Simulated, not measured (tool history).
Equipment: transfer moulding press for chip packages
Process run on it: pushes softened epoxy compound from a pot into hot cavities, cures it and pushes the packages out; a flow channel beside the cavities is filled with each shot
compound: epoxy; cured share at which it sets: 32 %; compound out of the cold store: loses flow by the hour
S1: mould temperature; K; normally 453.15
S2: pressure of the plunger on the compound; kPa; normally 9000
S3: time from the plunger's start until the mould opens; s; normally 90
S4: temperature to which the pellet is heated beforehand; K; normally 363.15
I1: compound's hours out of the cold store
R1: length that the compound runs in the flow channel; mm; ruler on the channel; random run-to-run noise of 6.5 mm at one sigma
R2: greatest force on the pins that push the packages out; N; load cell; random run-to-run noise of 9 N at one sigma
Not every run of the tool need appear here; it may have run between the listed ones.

run 1 hour=0.0 | S1=453.15 S2=9000 S3=90 S4=363.15 | I1=32.6 | R1=649 R2=398
-- hour=37.1 cavities cleaned with cleaning compound and waxed
run 2 hour=37.6 | S1=453.15 S2=9000 S3=90 S4=363.15 | I1=43.0 | R1=622 R2=423
-- hour=74.8 cavities cleaned with cleaning compound and waxed
run 3 hour=87.3 | S1=453.15 S2=9000 S3=90 S4=363.15 | I1=31.6 | R1=638 R2=613
-- hour=114.9 cavities cleaned with cleaning compound and waxed
run 4 hour=130.7 | S1=453.15 S2=9000 S3=90 S4=363.15 | I1=14.3 | R1=677 R2=612
-- hour=157.6 cavities cleaned with cleaning compound and waxed
run 5 hour=174.0 | S1=453.15 S2=9000 S3=90 S4=363.15 | I1=15.4 | R1=653 R2=629
-- hour=188.3 mould's thermocouples calibrated
-- hour=194.5 plunger's sealing rings changed
-- hour=200.3 cavities cleaned with cleaning compound and waxed
-- hour=240.4 cavities cleaned with cleaning compound and waxed
run 6 hour=248.1 | S1=453.15 S2=9000 S3=90 S4=363.15 | I1=35.3 | R1=677 R2=523
-- hour=279.6 cavities cleaned with cleaning compound and waxed
-- hour=317.9 cavities cleaned with cleaning compound and waxed
run 7 hour=321.0 | S1=453.15 S2=9000 S3=90 S4=363.15 | I1=34.8 | R1=669 R2=451
-- hour=358.4 cavities cleaned with cleaning compound and waxed
run 8 hour=366.9 | S1=453.15 S2=9000 S3=90 S4=363.15 | I1=47.2 | R1=640 R2=549
-- hour=400.9 cavities cleaned with cleaning compound and waxed
run 9 hour=411.2 | S1=453.15 S2=9000 S3=90 S4=363.15 | I1=21.9 | R1=685 R2=570
-- hour=438.3 cavities cleaned with cleaning compound and waxed
run 10 hour=461.6 | S1=453.15 S2=9000 S3=90 S4=363.15 | I1=22.1 | R1=657 R2=705
-- hour=478.6 cavities cleaned with cleaning compound and waxed
run 11 hour=513.2 | S1=460.15 S2=9000 S3=96 S4=363.15 | I1=31.0 | R1=626 R2=685
-- hour=521.0 cavities cleaned with cleaning compound and waxed
-- hour=561.1 cavities cleaned with cleaning compound and waxed
run 12 hour=571.6 | S1=453.15 S2=9000 S3=94 S4=363.15 | I1=22.2 | R1=636 R2=522
-- hour=604.1 cavities cleaned with cleaning compound and waxed
-- hour=621.4 plunger's sealing rings changed
run 13 hour=625.1 | S1=457.15 S2=9140 S3=74 S4=364.15 | I1=16.4 | R1=729 R2=737
-- hour=649.3 cavities cleaned with cleaning compound and waxed
run 14 hour=661.6 | S1=448.15 S2=8710 S3=74 S4=356.15 | I1=46.1 | R1=665 R2=1053
-- hour=690.8 cavities cleaned with cleaning compound and waxed
-- hour=730.9 cavities cleaned with cleaning compound and waxed
run 15 hour=730.9 | S1=459.15 S2=10130 S3=115 S4=363.15 | I1=29.8 | R1=705 R2=364
-- hour=771.5 cavities cleaned with cleaning compound and waxed
run 16 hour=802.5 | S1=453.15 S2=10830 S3=87 S4=363.15 | I1=38.6 | R1=722 R2=787
-- hour=808.7 cavities cleaned with cleaning compound and waxed
run 17 hour=836.8 | S1=452.15 S2=9000 S3=90 S4=357.15 | I1=28.9 | R1=658 R2=768
-- hour=851.1 cavities cleaned with cleaning compound and waxed
run 18 hour=883.7 | S1=447.15 S2=6950 S3=89 S4=369.15 | I1=24.7 | R1=596 R2=982
-- hour=889.2 cavities cleaned with cleaning compound and waxed
-- hour=931.2 cavities cleaned with cleaning compound and waxed
run 19 hour=943.0 | S1=447.15 S2=9420 S3=89 S4=369.15 | I1=35.1 | R1=656 R2=795

Some steps in R1 between neighbouring runs. How much of each would the tool show without its hidden state too (settings, what came in, random variation), and how much is left for the hidden state, with any gauge scatter that isn't in both results?
The hidden state here: true mould temperature over the reading, C; pressure that reaches the compound, % of what is set; grip of the stained cavities, % over clean ones'; drift of the gauge itself on flow_mm, %; drift of the gauge itself on push_out_n, %.
Run 12 -> 13: S1 453.15 -> 457.15, S2 9000 -> 9140, S3 94 -> 74, S4 363.15 -> 364.15, cavities cleaned with cleaning compound and waxed, plunger's sealing rings changed. R1 +93 mm: hidden state +67, all else +26.

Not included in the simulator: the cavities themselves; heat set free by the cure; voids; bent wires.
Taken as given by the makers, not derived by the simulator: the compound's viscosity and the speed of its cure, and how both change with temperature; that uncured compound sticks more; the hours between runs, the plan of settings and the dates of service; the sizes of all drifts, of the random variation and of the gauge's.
